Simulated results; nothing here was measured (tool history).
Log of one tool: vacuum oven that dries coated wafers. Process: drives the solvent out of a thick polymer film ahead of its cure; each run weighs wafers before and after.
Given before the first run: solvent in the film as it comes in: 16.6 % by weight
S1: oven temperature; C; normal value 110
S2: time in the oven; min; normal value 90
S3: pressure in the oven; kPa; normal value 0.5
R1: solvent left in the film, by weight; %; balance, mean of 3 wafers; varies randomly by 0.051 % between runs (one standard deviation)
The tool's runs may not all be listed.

Run 1, day 0: usual settings. Result: R1 0.63 %.
Run 2, day 0.454: usual settings. Result: R1 0.71 %.
Run 3, day 0.825: usual settings. Result: R1 0.66 %.
Run 4, day 1.046: usual settings. Result: R1 0.64 %.
Run 5, day 1.458: usual settings. Result: R1 0.57 %.
Run 6, day 1.833: usual settings. Result: R1 0.64 %.
Run 7, day 2.096: usual settings. Result: R1 0.62 %.
Run 8, day 2.433: usual settings but S1 115 C. Result: R1 0.42 %.
Run 9, day 2.658: usual settings but S1 115 C. Result: R1 0.39 %.
Run 10, day 3.146: usual settings but S1 115 C, S3 0.28 kPa. Result: R1 0.31 %.
Run 11, day 3.529: usual settings but S1 115 C, S3 0.28 kPa. Result: R1 0.31 %.
At day 3.933: oven's thermocouples calibrated.
Run 12, day 4.083: usual settings. Result: R1 0.78 %.
Run 13, day 4.479: usual settings but S2 104 min. Result: R1 0.6 %.
Run 14, day 4.942: usual settings but S2 104 min. Result: R1 0.67 %.
Run 15, day 5.375: usual settings but S2 49 min, S3 0.652 kPa. Result: R1 2.61 %.
Run 16, day 5.842: usual settings but S2 49 min, S3 0.652 kPa. Result: R1 2.68 %.
Run 17, day 6.225: usual settings but S2 112 min, S3 0.261 kPa. Result: R1 0.44 %.
Run 18, day 6.592: usual settings but S1 108 C, S2 63 min. Result: R1 1.96 %.
Run 19, day 7.054: usual settings but S1 107 C, S2 101 min, S3 0.849 kPa. Result: R1 1.14 %.
Run 20, day 7.383: usual settings but S1 114 C, S2 146 min. Result: R1 0.24 %.
Run 21, day 7.654: usual settings but S1 122 C, S2 116 min, S3 0.251 kPa. Result: R1 0.15 %.
Run 22, day 8.104: usual settings but S2 116 min, S3 0.339 kPa. Result: R1 0.5 %.
Run 23, day 8.5: usual settings but S1 122 C, S3 0.506 kPa. Result: R1 0.31 %.

Each row is a separate what-if for the run after 23, all from the same tool condition, not one after another. Results?
Run A, day 8.767: usual settings but S2 51 min, S3 1.419 kPa. Result: R1 ?.
Run B, day 8.767: usual settings but S1 97 C, S3 0.506 kPa. Result: R1 ?.
Run C, day 8.767: usual settings but S2 50 min. Result: R1 ?.
Run D, day 8.767: usual settings but S1 102 C, S2 98 min, S3 1.19 kPa. Result: R1 ?.

run    R1
  A  2.87
  B  2.66
  C  2.45
  D  1.97
Without the tool's unlogged condition, the same runs would have read:
run    R1
  A  2.78
  B  2.53
  C  2.36
  D  1.86

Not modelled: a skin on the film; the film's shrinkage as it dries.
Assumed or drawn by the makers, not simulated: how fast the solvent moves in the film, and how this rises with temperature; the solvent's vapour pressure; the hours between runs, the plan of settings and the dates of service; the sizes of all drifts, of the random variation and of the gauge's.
